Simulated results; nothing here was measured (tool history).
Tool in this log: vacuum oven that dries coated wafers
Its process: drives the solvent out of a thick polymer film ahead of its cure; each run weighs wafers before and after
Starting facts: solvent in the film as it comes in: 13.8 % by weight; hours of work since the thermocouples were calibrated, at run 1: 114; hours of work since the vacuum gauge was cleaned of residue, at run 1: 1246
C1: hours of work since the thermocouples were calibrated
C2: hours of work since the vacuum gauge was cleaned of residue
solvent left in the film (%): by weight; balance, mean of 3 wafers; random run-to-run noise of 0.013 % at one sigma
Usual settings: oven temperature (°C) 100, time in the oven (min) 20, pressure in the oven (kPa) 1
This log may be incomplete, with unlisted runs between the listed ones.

run 1 hour=0 | oven_temperature_(°C)=100 time_in_the_oven_(min)=20 pressure_in_the_oven_(kPa)=1 | C1=114 C2=1246 | solvent_left_in_the_film_(%)=1.78
run 2 hour=42.1 | oven_temperature_(°C)=100 time_in_the_oven_(min)=20 pressure_in_the_oven_(kPa)=1 | C1=137 C2=1270 | solvent_left_in_the_film_(%)=1.79
run 3 hour=110 | oven_temperature_(°C)=100 time_in_the_oven_(min)=20 pressure_in_the_oven_(kPa)=1 | C1=175 C2=1308 | solvent_left_in_the_film_(%)=1.78
run 4 hour=153.1 | oven_temperature_(°C)=100 time_in_the_oven_(min)=20 pressure_in_the_oven_(kPa)=1 | C1=199 C2=1331 | solvent_left_in_the_film_(%)=1.77
run 5 hour=199 | oven_temperature_(°C)=100 time_in_the_oven_(min)=20 pressure_in_the_oven_(kPa)=1 | C1=224 C2=1357 | solvent_left_in_the_film_(%)=1.74
run 6 hour=251.3 | oven_temperature_(°C)=100 time_in_the_oven_(min)=20 pressure_in_the_oven_(kPa)=0.75 | C1=253 C2=1386 | solvent_left_in_the_film_(%)=1.66
run 7 hour=318.2 | oven_temperature_(°C)=100 time_in_the_oven_(min)=20 pressure_in_the_oven_(kPa)=0.75 | C1=291 C2=1423 | solvent_left_in_the_film_(%)=1.66
run 8 hour=367.4 | oven_temperature_(°C)=100 time_in_the_oven_(min)=20 pressure_in_the_oven_(kPa)=0.75 | C1=318 C2=1451 | solvent_left_in_the_film_(%)=1.7
run 9 hour=430.2 | oven_temperature_(°C)=100 time_in_the_oven_(min)=16 pressure_in_the_oven_(kPa)=1 | C1=353 C2=1486 | solvent_left_in_the_film_(%)=2.39
run 10 hour=483 | oven_temperature_(°C)=100 time_in_the_oven_(min)=16 pressure_in_the_oven_(kPa)=1 | C1=382 C2=1515 | solvent_left_in_the_film_(%)=2.38
run 11 hour=518.4 | oven_temperature_(°C)=100 time_in_the_oven_(min)=20 pressure_in_the_oven_(kPa)=1 | C1=402 C2=1535 | solvent_left_in_the_film_(%)=1.75
run 12 hour=556.7 | oven_temperature_(°C)=100 time_in_the_oven_(min)=20 pressure_in_the_oven_(kPa)=1 | C1=423 C2=1556 | solvent_left_in_the_film_(%)=1.76
run 13 hour=609.9 | oven_temperature_(°C)=100 time_in_the_oven_(min)=20 pressure_in_the_oven_(kPa)=1 | C1=453 C2=1586 | solvent_left_in_the_film_(%)=1.77
run 14 hour=653.6 | oven_temperature_(°C)=100 time_in_the_oven_(min)=20 pressure_in_the_oven_(kPa)=3.26 | C1=477 C2=1610 | solvent_left_in_the_film_(%)=2.61
run 15 hour=722.6 | oven_temperature_(°C)=100 time_in_the_oven_(min)=20 pressure_in_the_oven_(kPa)=3.26 | C1=516 C2=1648 | solvent_left_in_the_film_(%)=2.61
run 16 hour=794.3 | oven_temperature_(°C)=102 time_in_the_oven_(min)=20 pressure_in_the_oven_(kPa)=1 | C1=556 C2=1688 | solvent_left_in_the_film_(%)=1.38
-- hour=801 oven's thermocouples calibrated
run 17 hour=839.1 | oven_temperature_(°C)=100 time_in_the_oven_(min)=33 pressure_in_the_oven_(kPa)=1 | C1=21 C2=1712 | solvent_left_in_the_film_(%)=0.84
run 18 hour=910.6 | oven_temperature_(°C)=100 time_in_the_oven_(min)=33 pressure_in_the_oven_(kPa)=1 | C1=61 C2=1752 | solvent_left_in_the_film_(%)=0.85
-- hour=932.2 oven's thermocouples calibrated, once more
run 19 hour=952.7 | oven_temperature_(°C)=100 time_in_the_oven_(min)=33 pressure_in_the_oven_(kPa)=1 | C1=11 C2=1774 | solvent_left_in_the_film_(%)=1.02
run 20 hour=1018.5 | oven_temperature_(°C)=100 time_in_the_oven_(min)=20 pressure_in_the_oven_(kPa)=1 | C1=48 C2=1811 | solvent_left_in_the_film_(%)=2.01
run 21 hour=1075.7 | oven_temperature_(°C)=100 time_in_the_oven_(min)=20 pressure_in_the_oven_(kPa)=1 | C1=80 C2=1843 | solvent_left_in_the_film_(%)=1.97
run 22 hour=1148.9 | oven_temperature_(°C)=100 time_in_the_oven_(min)=20 pressure_in_the_oven_(kPa)=1 | C1=121 C2=1883 | solvent_left_in_the_film_(%)=1.99
run 23 hour=1195.3 | oven_temperature_(°C)=100 time_in_the_oven_(min)=20 pressure_in_the_oven_(kPa)=1 | C1=146 C2=1909 | solvent_left_in_the_film_(%)=1.97
-- hour=1238.5 vacuum gauge cleaned of residue and calibrated
run 24 hour=1256.7 | oven_temperature_(°C)=112 time_in_the_oven_(min)=18 pressure_in_the_oven_(kPa)=1.13 | C1=180 C2=10 | solvent_left_in_the_film_(%)=0.48
run 25 hour=1305.3 | oven_temperature_(°C)=112 time_in_the_oven_(min)=12 pressure_in_the_oven_(kPa)=1.13 | C1=207 C2=37 | solvent_left_in_the_film_(%)=0.94
run 26 hour=1375.7 | oven_temperature_(°C)=112 time_in_the_oven_(min)=12 pressure_in_the_oven_(kPa)=1.13 | C1=246 C2=76 | solvent_left_in_the_film_(%)=0.95
run 27 hour=1428.3 | oven_temperature_(°C)=112 time_in_the_oven_(min)=12 pressure_in_the_oven_(kPa)=1.13 | C1=275 C2=106 | solvent_left_in_the_film_(%)=0.95
run 28 hour=1498.3 | oven_temperature_(°C)=95 time_in_the_oven_(min)=11 pressure_in_the_oven_(kPa)=1.41 | C1=314 C2=145 | solvent_left_in_the_film_(%)=5.3
run 29 hour=1540.4 | oven_temperature_(°C)=95 time_in_the_oven_(min)=11 pressure_in_the_oven_(kPa)=1.41 | C1=338 C2=168 | solvent_left_in_the_film_(%)=5.27
run 30 hour=1595.1 | oven_temperature_(°C)=91 time_in_the_oven_(min)=21 pressure_in_the_oven_(kPa)=1.59 | C1=368 C2=198 | solvent_left_in_the_film_(%)=4.04
run 31 hour=1657.9 | oven_temperature_(°C)=94 time_in_the_oven_(min)=30 pressure_in_the_oven_(kPa)=3.19 | C1=403 C2=233 | solvent_left_in_the_film_(%)=2.86
run 32 hour=1703.8 | oven_temperature_(°C)=86 time_in_the_oven_(min)=36 pressure_in_the_oven_(kPa)=1 | C1=428 C2=259 | solvent_left_in_the_film_(%)=3.22
run 33 hour=1742.2 | oven_temperature_(°C)=112 time_in_the_oven_(min)=22 pressure_in_the_oven_(kPa)=2.19 | C1=450 C2=280 | solvent_left_in_the_film_(%)=0.67
run 34 hour=1792.6 | oven_temperature_(°C)=112 time_in_the_oven_(min)=28 pressure_in_the_oven_(kPa)=0.63 | C1=478 C2=308 | solvent_left_in_the_film_(%)=0.21
run 35 hour=1830.4 | oven_temperature_(°C)=112 time_in_the_oven_(min)=28 pressure_in_the_oven_(kPa)=0.63 | C1=499 C2=329 | solvent_left_in_the_film_(%)=0.22
run 36 hour=1862.4 | oven_temperature_(°C)=91 time_in_the_oven_(min)=20 pressure_in_the_oven_(kPa)=0.64 | C1=517 C2=347 | solvent_left_in_the_film_(%)=3.78
run 37 hour=1911.9 | oven_temperature_(°C)=91 time_in_the_oven_(min)=20 pressure_in_the_oven_(kPa)=0.64 | C1=544 C2=375 | solvent_left_in_the_film_(%)=3.76
run 38 hour=1984.1 | oven_temperature_(°C)=100 time_in_the_oven_(min)=20 pressure_in_the_oven_(kPa)=0.91 | C1=584 C2=415 | solvent_left_in_the_film_(%)=1.61
run 39 hour=2043.4 | oven_temperature_(°C)=106 time_in_the_oven_(min)=26 pressure_in_the_oven_(kPa)=2.39 | C1=617 C2=448 | solvent_left_in_the_film_(%)=0.97
run 40 hour=2092.5 | oven_temperature_(°C)=111 time_in_the_oven_(min)=20 pressure_in_the_oven_(kPa)=1 | C1=645 C2=475 | solvent_left_in_the_film_(%)=0.44
run 41 hour=2133.2 | oven_temperature_(°C)=100 time_in_the_oven_(min)=14 pressure_in_the_oven_(kPa)=1 | C1=667 C2=498 | solvent_left_in_the_film_(%)=2.72
run 42 hour=2190.7 | oven_temperature_(°C)=100 time_in_the_oven_(min)=14 pressure_in_the_oven_(kPa)=1 | C1=699 C2=530 | solvent_left_in_the_film_(%)=2.72
run 43 hour=2254.5 | oven_temperature_(°C)=100 time_in_the_oven_(min)=14 pressure_in_the_oven_(kPa)=1 | C1=735 C2=565 | solvent_left_in_the_film_(%)=2.7
run 44 hour=2308.3 | oven_temperature_(°C)=100 time_in_the_oven_(min)=11 pressure_in_the_oven_(kPa)=1.04 | C1=765 C2=595 | solvent_left_in_the_film_(%)=3.63

Hidden condition of the tool, last listed run before each entry between runs versus first listed run after:
From run 16 to run 17: oven's thermocouples calibrated (hour 801)
  true wafer temperature over the reading, C: 1.2 -> 2; true pressure over the reading, kPa: 0.625 -> 0.633
  measured minus no-state result, solvent left in the film (%): +0.04 -> +0.09
From run 18 to run 19: oven's thermocouples calibrated, once more (hour 932.2)
  true wafer temperature over the reading, C: 2.05 -> -0.04; true pressure over the reading, kPa: 0.647 -> 0.655
  measured minus no-state result, solvent left in the film (%): +0.1 -> +0.28
From run 23 to run 24: vacuum gauge cleaned of residue and calibrated (hour 1238.5)
  true wafer temperature over the reading, C: 0.13 -> 0.18; true pressure over the reading, kPa: 0.704 -> 0.001
  measured minus no-state result, solvent left in the film (%): +0.25 -> -0.01
